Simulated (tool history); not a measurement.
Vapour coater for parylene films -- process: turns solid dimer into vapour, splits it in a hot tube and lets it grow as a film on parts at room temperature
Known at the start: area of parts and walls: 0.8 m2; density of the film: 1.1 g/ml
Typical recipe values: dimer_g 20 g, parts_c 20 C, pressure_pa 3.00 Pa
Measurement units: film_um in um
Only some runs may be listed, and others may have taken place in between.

run    hour  dimer_g  parts_c  pressure_pa  film_um
  1     0.0       20       20         3.00    11.20
       17.7  -- trap's valve overhauled
  2    59.5       20       20         3.00    10.51
  3    89.0       20       20         3.00    10.59
  4   140.6       20       20         3.00    10.53
  5   172.0       20       20         3.00    10.22
  6   207.2       16       20         3.00     8.11
      273.1  -- trap's valve overhauled, once more
  7   281.8       16       20         3.00    10.01
  8   340.0       20       20         3.37    11.85
  9   394.6       20       20         3.37    11.76
 10   443.1       20       16         3.37    13.45
 11   509.6       20       16         3.37    12.99
 12   580.6       20       16         3.37    12.81
 13   635.7       17       29         9.56     5.38
 14   700.5       33       26         3.00    15.23
 15   742.3       11       20         5.52     5.26
      754.6  -- trap's valve overhauled
 16   813.6        9       20         3.00     5.53
 17   845.8        9       20         3.00     5.41
 18   877.0        9       20         3.00     5.45
 19   925.1       22       21        10.58     9.23
 20   990.8       20       20         2.50    12.19
 21  1035.5       16       26         5.83     6.41
 22  1078.2       16       17         5.83     8.64
 23  1131.9       16       17         5.83     8.60

Run by run, hidden condition taken away, random variation retained:
Hidden state present: vapour lost through the trap's worn valve, %; true temperature of the parts over the reading, C; drift of the gauge itself on film_um, %.
run  film_um
  1    12.62
  2    12.46
  3    12.65
  4    12.76
  5    12.49
  6    10.02
  7    10.18
  8    12.21
  9    12.27
 10    14.18
 11    13.93
 12    13.98
 13     5.96
 14    17.12
 15     5.97
 16     5.71
 17     5.62
 18     5.71
 19     9.76
 20    13.09
 21     6.97
 22     9.49
 23     9.56
